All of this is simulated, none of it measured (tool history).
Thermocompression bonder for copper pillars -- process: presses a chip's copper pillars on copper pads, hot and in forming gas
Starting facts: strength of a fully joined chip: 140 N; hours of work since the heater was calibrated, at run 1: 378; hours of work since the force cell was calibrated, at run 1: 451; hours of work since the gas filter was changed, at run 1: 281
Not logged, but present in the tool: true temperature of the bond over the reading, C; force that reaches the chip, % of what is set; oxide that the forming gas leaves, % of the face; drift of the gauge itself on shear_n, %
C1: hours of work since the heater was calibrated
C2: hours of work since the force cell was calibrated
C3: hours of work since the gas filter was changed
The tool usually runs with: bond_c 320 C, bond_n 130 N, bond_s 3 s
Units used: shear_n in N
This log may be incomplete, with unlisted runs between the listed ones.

{"run": 1, "day": 0.0, "bond_c": 320, "bond_n": 130, "bond_s": 3, "C1": 378, "C2": 451, "C3": 281, "shear_n": 87.8}
{"run": 2, "day": 0.712, "bond_c": 320, "bond_n": 130, "bond_s": 3, "C1": 387, "C2": 459, "C3": 290, "shear_n": 86.6}
{"run": 3, "day": 1.183, "bond_c": 320, "bond_n": 130, "bond_s": 3, "C1": 392, "C2": 465, "C3": 296, "shear_n": 87.8}
{"run": 4, "day": 2.067, "bond_c": 320, "bond_n": 130, "bond_s": 3, "C1": 403, "C2": 476, "C3": 306, "shear_n": 87.8}
{"run": 5, "day": 2.762, "bond_c": 320, "bond_n": 130, "bond_s": 3, "C1": 411, "C2": 484, "C3": 315, "shear_n": 86.3}
{"run": 6, "day": 3.529, "bond_c": 320, "bond_n": 130, "bond_s": 3, "C1": 420, "C2": 493, "C3": 324, "shear_n": 87}
{"run": 7, "day": 3.967, "bond_c": 320, "bond_n": 130, "bond_s": 3, "C1": 426, "C2": 499, "C3": 329, "shear_n": 86.1}
{"run": 8, "day": 4.421, "bond_c": 320, "bond_n": 130, "bond_s": 3, "C1": 431, "C2": 504, "C3": 335, "shear_n": 86.3}
{"run": 9, "day": 5.329, "bond_c": 320, "bond_n": 130, "bond_s": 3, "C1": 442, "C2": 515, "C3": 345, "shear_n": 87.5}
{"run": 10, "day": 6.088, "bond_c": 320, "bond_n": 130, "bond_s": 3, "C1": 451, "C2": 524, "C3": 355, "shear_n": 86}
{"run": 11, "day": 6.812, "bond_c": 320, "bond_n": 87, "bond_s": 3, "C1": 460, "C2": 533, "C3": 363, "shear_n": 70.4}
{"run": 12, "day": 7.196, "bond_c": 320, "bond_n": 87, "bond_s": 3, "C1": 464, "C2": 537, "C3": 368, "shear_n": 69.3}
{"run": 13, "day": 7.946, "bond_c": 320, "bond_n": 87, "bond_s": 3, "C1": 473, "C2": 546, "C3": 377, "shear_n": 70.5}
{"day": 8.529, "done": "forming gas filter changed"}
{"run": 14, "day": 8.588, "bond_c": 320, "bond_n": 130, "bond_s": 3, "C1": 481, "C2": 554, "C3": 1, "shear_n": 88.6}
{"run": 15, "day": 9.208, "bond_c": 320, "bond_n": 130, "bond_s": 3, "C1": 488, "C2": 561, "C3": 8, "shear_n": 88.8}
{"run": 16, "day": 9.933, "bond_c": 320, "bond_n": 130, "bond_s": 3, "C1": 497, "C2": 570, "C3": 17, "shear_n": 88.7}
{"run": 17, "day": 10.312, "bond_c": 320, "bond_n": 130, "bond_s": 3, "C1": 502, "C2": 574, "C3": 21, "shear_n": 88.8}
{"run": 18, "day": 10.812, "bond_c": 320, "bond_n": 130, "bond_s": 3, "C1": 508, "C2": 580, "C3": 27, "shear_n": 87.6}
{"run": 19, "day": 11.483, "bond_c": 345, "bond_n": 130, "bond_s": 3, "C1": 516, "C2": 589, "C3": 35, "shear_n": 108.7}
{"run": 20, "day": 12.221, "bond_c": 320, "bond_n": 128, "bond_s": 3, "C1": 524, "C2": 597, "C3": 44, "shear_n": 87.2}
{"run": 21, "day": 12.667, "bond_c": 320, "bond_n": 128, "bond_s": 3, "C1": 530, "C2": 603, "C3": 50, "shear_n": 86.9}
{"run": 22, "day": 13.312, "bond_c": 320, "bond_n": 128, "bond_s": 3, "C1": 538, "C2": 610, "C3": 57, "shear_n": 87.2}
{"run": 23, "day": 14.025, "bond_c": 345, "bond_n": 128, "bond_s": 3, "C1": 546, "C2": 619, "C3": 66, "shear_n": 106}
{"run": 24, "day": 14.462, "bond_c": 320, "bond_n": 171, "bond_s": 2, "C1": 551, "C2": 624, "C3": 71, "shear_n": 88.9}
{"run": 25, "day": 15.271, "bond_c": 320, "bond_n": 84, "bond_s": 2, "C1": 561, "C2": 634, "C3": 81, "shear_n": 60.6}
{"run": 26, "day": 15.712, "bond_c": 309, "bond_n": 184, "bond_s": 3, "C1": 566, "C2": 639, "C3": 86, "shear_n": 93.4}
{"run": 27, "day": 16.3, "bond_c": 309, "bond_n": 184, "bond_s": 3, "C1": 573, "C2": 646, "C3": 93, "shear_n": 92.4}
{"run": 28, "day": 17.004, "bond_c": 309, "bond_n": 184, "bond_s": 3, "C1": 582, "C2": 655, "C3": 102, "shear_n": 91.1}
{"run": 29, "day": 17.662, "bond_c": 337, "bond_n": 123, "bond_s": 8, "C1": 590, "C2": 663, "C3": 110, "shear_n": 120.2}
{"run": 30, "day": 18.121, "bond_c": 326, "bond_n": 130, "bond_s": 6, "C1": 595, "C2": 668, "C3": 115, "shear_n": 106.9}
{"run": 31, "day": 18.521, "bond_c": 327, "bond_n": 110, "bond_s": 8, "C1": 600, "C2": 673, "C3": 120, "shear_n": 110.5}
{"run": 32, "day": 19.188, "bond_c": 327, "bond_n": 110, "bond_s": 8, "C1": 608, "C2": 681, "C3": 128, "shear_n": 108.6}
{"run": 33, "day": 19.871, "bond_c": 327, "bond_n": 110, "bond_s": 8, "C1": 616, "C2": 689, "C3": 136, "shear_n": 109.4}
{"run": 34, "day": 20.738, "bond_c": 327, "bond_n": 110, "bond_s": 8, "C1": 627, "C2": 700, "C3": 147, "shear_n": 109.8}
{"run": 35, "day": 21.538, "bond_c": 292, "bond_n": 161, "bond_s": 8, "C1": 636, "C2": 709, "C3": 156, "shear_n": 97.7}
{"run": 36, "day": 22.117, "bond_c": 307, "bond_n": 87, "bond_s": 6, "C1": 643, "C2": 716, "C3": 163, "shear_n": 76.2}
{"run": 37, "day": 22.617, "bond_c": 320, "bond_n": 112, "bond_s": 2, "C1": 649, "C2": 722, "C3": 169, "shear_n": 70}
{"run": 38, "day": 23.288, "bond_c": 318, "bond_n": 81, "bond_s": 9, "C1": 657, "C2": 730, "C3": 177, "shear_n": 94.3}
{"run": 39, "day": 23.942, "bond_c": 323, "bond_n": 130, "bond_s": 3, "C1": 665, "C2": 738, "C3": 185, "shear_n": 88.3}
{"run": 40, "day": 24.433, "bond_c": 323, "bond_n": 130, "bond_s": 3, "C1": 671, "C2": 744, "C3": 191, "shear_n": 87.9}

What if the next run were any one of these 3? Each begins from the tool's condition after run 40:
{"run": "A", "day": 25.183, "bond_c": 309, "bond_n": 139, "bond_s": 3, "C1": 680, "C2": 753, "C3": 200, "shear_n": "?"}
{"run": "B", "day": 25.183, "bond_c": 323, "bond_n": 124, "bond_s": 3, "C1": 680, "C2": 753, "C3": 200, "shear_n": "?"}
{"run": "C", "day": 25.183, "bond_c": 321, "bond_n": 82, "bond_s": 2, "C1": 680, "C2": 753, "C3": 200, "shear_n": "?"}

run=A shear_n=79.4
run=B shear_n=85.7
run=C shear_n=59.6
Without the tool's unlogged condition, the same runs would have read:
run=A shear_n=85.6
run=B shear_n=91.9
run=C shear_n=64.8

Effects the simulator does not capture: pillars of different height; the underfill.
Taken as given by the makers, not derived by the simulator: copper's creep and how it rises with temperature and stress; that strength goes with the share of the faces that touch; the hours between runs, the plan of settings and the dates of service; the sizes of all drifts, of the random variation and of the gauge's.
